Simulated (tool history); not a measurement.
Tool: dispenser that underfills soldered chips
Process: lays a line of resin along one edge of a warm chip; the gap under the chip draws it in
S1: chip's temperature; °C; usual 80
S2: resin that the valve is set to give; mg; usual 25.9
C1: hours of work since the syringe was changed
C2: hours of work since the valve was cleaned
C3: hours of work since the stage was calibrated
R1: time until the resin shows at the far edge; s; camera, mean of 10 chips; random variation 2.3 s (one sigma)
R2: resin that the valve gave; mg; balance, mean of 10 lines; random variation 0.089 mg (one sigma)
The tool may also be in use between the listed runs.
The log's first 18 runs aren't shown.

run   hour  S1    S2  C1   C2   C3     R1     R2
 19  140.7  80  23.9   8  104  248  378.4  22.19
     143.3  -- new syringe of resin
     145.1  -- dispensing valve cleaned and set on the balance
 20  147.9  70  23.3   3    2  252    372  23.23
 21    156  80  31.1   9    8  258  364.2  30.69
     158.6  -- new syringe of resin
 22  163.2  86  28.6   4   14  264  227.8  28.46
 23    169  66  23.6   8   18  268  569.5  23.13
     172.1  -- new syringe of resin
 24    174  81  22.6   1   22  272  248.6  22.21
 25  181.8  67  29.3   7   27  278  498.1  28.61
     186.2  -- new syringe of resin
 26  190.8  67  29.3   3   34  284  402.8  28.64
     199.7  -- new syringe of resin
 27  201.1  67  29.3   1   42  292  353.8  28.22
 28  210.6  80  31.3   8   49  299  351.1  30.13
     213.2  -- new syringe of resin
 29  220.1  83  32.4   5   56  306  271.1  31.02
     227.2  -- new syringe of resin
 30  228.7  69  32.4   1   62  312  324.1  30.94
 31  237.4  87  22.2   8   69  319  302.8  21.06
     240.8  -- new syringe of resin
 32  245.3  80  28.7   3   74  325  271.6  27.19
 33  249.9  69  33.4   7   78  328  463.4  31.71
     254.4  -- new syringe of resin
 34  255.2  65  25.9   1   82  332  386.9  24.47

3 ways to go on from here, each from the tool as it stands after run 34. What would each give?
  A  260.5  89  29.3   5  86  336   ?   ?
  B  260.5  73  29.3   5  86  336   ?   ?
  C  260.5  72  25.9   5  86  336   ?   ?

run     R1     R2
  A  225.6  27.47
  B  361.1  27.57
  C  377.9  24.27
Without the tool's hidden state the same runs would have given:
run     R1     R2
  A  175.7  29.22
  B  281.9  29.32
  C  292.9  25.83
